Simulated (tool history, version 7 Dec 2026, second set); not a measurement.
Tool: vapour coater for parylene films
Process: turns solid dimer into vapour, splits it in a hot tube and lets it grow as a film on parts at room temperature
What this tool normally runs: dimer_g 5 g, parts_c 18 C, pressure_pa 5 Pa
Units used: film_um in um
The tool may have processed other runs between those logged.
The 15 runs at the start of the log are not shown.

| run | hour | dimer_g | parts_c | pressure_pa | hours of work since the trap's valve was overhauled | hours of work since the table's thermometer was calibrated | film_um |
|---|---|---|---|---|---|---|---|
| 16 | 271.3 | 5 | 18 | 5 | 496 | 37 | 1.72 |
| 17 | 288.7 | 5 | 18 | 2.22 | 505 | 46 | 2.09 |
|  | 303.6 | trap's valve overhauled |
| 18 | 312.5 | 2 | 18 | 2.22 | 5 | 56 | 0.97 |
| 19 | 325.3 | 3 | 14 | 3.51 | 11 | 62 | 1.43 |
|  | 332.4 | table's thermometer calibrated, once more |
| 20 | 345.4 | 6 | 14 | 3.85 | 21 | 7 | 2.79 |
| 21 | 366.2 | 2 | 18 | 4.46 | 32 | 17 | 0.8 |
| 22 | 380.8 | 8 | 18 | 7.29 | 39 | 25 | 2.85 |
| 23 | 394.5 | 6 | 18 | 8.21 | 46 | 32 | 2.11 |
| 24 | 417.7 | 9 | 19 | 5 | 58 | 44 | 3.37 |
| 25 | 445.5 | 9 | 19 | 5 | 73 | 58 | 3.33 |
| 26 | 472.1 | 2 | 28 | 3.74 | 86 | 72 | 0.65 |
| 27 | 492.2 | 7 | 11 | 5 | 97 | 82 | 3.23 |
| 28 | 510.6 | 7 | 11 | 5 | 106 | 92 | 3.21 |
| 29 | 536.5 | 7 | 11 | 5 | 120 | 105 | 3.23 |
| 30 | 560.9 | 4 | 12 | 2.55 | 132 | 118 | 2.08 |
| 31 | 576.3 | 5 | 14 | 5 | 140 | 126 | 2.11 |
| 32 | 601.8 | 5 | 14 | 5 | 153 | 139 | 2.13 |
| 33 | 629.5 | 8 | 10 | 9.62 | 168 | 153 | 3.29 |
| 34 | 656.8 | 8 | 10 | 11.88 | 182 | 167 | 3.1 |
| 35 | 671.9 | 8 | 10 | 11.88 | 190 | 175 | 3.02 |
| 36 | 691.8 | 8 | 10 | 11.88 | 200 | 185 | 3.1 |

Alternative continuations, all from the tool just after run 36; predict every row:
| A | 714.3 | 2 | 11 | 2.66 | 211 | 197 | ? |
| B | 714.3 | 8 | 10 | 7.22 | 211 | 197 | ? |
| C | 714.3 | 8 | 21 | 2.99 | 211 | 197 | ? |
| D | 714.3 | 5 | 18 | 5.37 | 211 | 197 | ? |
| E | 714.3 | 5 | 18 | 3.62 | 211 | 197 | ? |

| run | film_um |
|---|---|
| A | 1.04 |
| B | 3.45 |
| C | 3.09 |
| D | 1.84 |
| E | 1.98 |
Without the tool's hidden state the same runs would have given:
| run | film_um |
|---|---|
| A | 1.1 |
| B | 3.65 |
| C | 3.27 |
| D | 1.95 |
| E | 2.1 |
